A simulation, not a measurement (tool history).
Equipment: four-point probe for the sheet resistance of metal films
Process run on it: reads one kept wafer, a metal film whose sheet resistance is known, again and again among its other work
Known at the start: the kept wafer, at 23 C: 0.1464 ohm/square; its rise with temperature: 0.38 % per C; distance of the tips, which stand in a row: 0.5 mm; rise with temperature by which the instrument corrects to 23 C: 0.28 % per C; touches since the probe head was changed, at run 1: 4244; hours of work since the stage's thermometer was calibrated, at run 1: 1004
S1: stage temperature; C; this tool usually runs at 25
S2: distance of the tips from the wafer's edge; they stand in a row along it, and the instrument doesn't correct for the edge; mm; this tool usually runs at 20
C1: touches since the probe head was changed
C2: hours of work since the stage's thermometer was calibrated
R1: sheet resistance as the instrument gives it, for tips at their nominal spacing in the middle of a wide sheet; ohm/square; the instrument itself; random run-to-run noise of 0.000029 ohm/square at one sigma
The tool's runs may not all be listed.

{"run": 1, "hour": 0.0, "S1": 25, "S2": 20, "C1": 4244, "C2": 1004, "R1": 0.146737}
{"run": 2, "hour": 29.3, "S1": 25, "S2": 28, "C1": 5382, "C2": 1021, "R1": 0.146795}
{"run": 3, "hour": 74.6, "S1": 25, "S2": 18, "C1": 7149, "C2": 1047, "R1": 0.146725}
{"run": 4, "hour": 127.4, "S1": 25, "S2": 18, "C1": 9204, "C2": 1076, "R1": 0.146714}
{"run": 5, "hour": 170.8, "S1": 25, "S2": 18, "C1": 10891, "C2": 1101, "R1": 0.146737}
{"run": 6, "hour": 204.3, "S1": 25, "S2": 18, "C1": 12197, "C2": 1120, "R1": 0.146686}
{"run": 7, "hour": 242.6, "S1": 25, "S2": 18, "C1": 13685, "C2": 1142, "R1": 0.146718}
{"run": 8, "hour": 274.0, "S1": 25, "S2": 18, "C1": 14908, "C2": 1160, "R1": 0.146733}
{"run": 9, "hour": 323.9, "S1": 25, "S2": 18, "C1": 16849, "C2": 1188, "R1": 0.146648}
{"run": 10, "hour": 355.3, "S1": 25, "S2": 18, "C1": 18073, "C2": 1206, "R1": 0.146759}
{"run": 11, "hour": 407.9, "S1": 25, "S2": 4, "C1": 20117, "C2": 1236, "R1": 0.147802}
{"run": 12, "hour": 459.1, "S1": 25, "S2": 4, "C1": 22112, "C2": 1265, "R1": 0.147841}
{"run": 13, "hour": 499.9, "S1": 25, "S2": 4, "C1": 23699, "C2": 1288, "R1": 0.147893}
{"run": 14, "hour": 556.7, "S1": 25, "S2": 4, "C1": 25910, "C2": 1320, "R1": 0.1478}
{"run": 15, "hour": 592.6, "S1": 25, "S2": 31, "C1": 27306, "C2": 1340, "R1": 0.146611}
{"run": 16, "hour": 648.7, "S1": 27, "S2": 24, "C1": 29488, "C2": 1372, "R1": 0.146903}
{"run": 17, "hour": 678.4, "S1": 25, "S2": 8, "C1": 30646, "C2": 1389, "R1": 0.146894}
{"run": 18, "hour": 717.4, "S1": 23, "S2": 57, "C1": 32164, "C2": 1411, "R1": 0.146339}

The next listed run, before its measurement:
{"run": 19, "hour": 768.9, "S1": 28, "S2": 14, "C1": 34168, "C2": 1440, "R1": "?"}

Logged for run 19: R1 0.147098 ohm/square.
The same run, on a tool lacking any hidden state, would have yielded R1 0.147224 ohm/square.
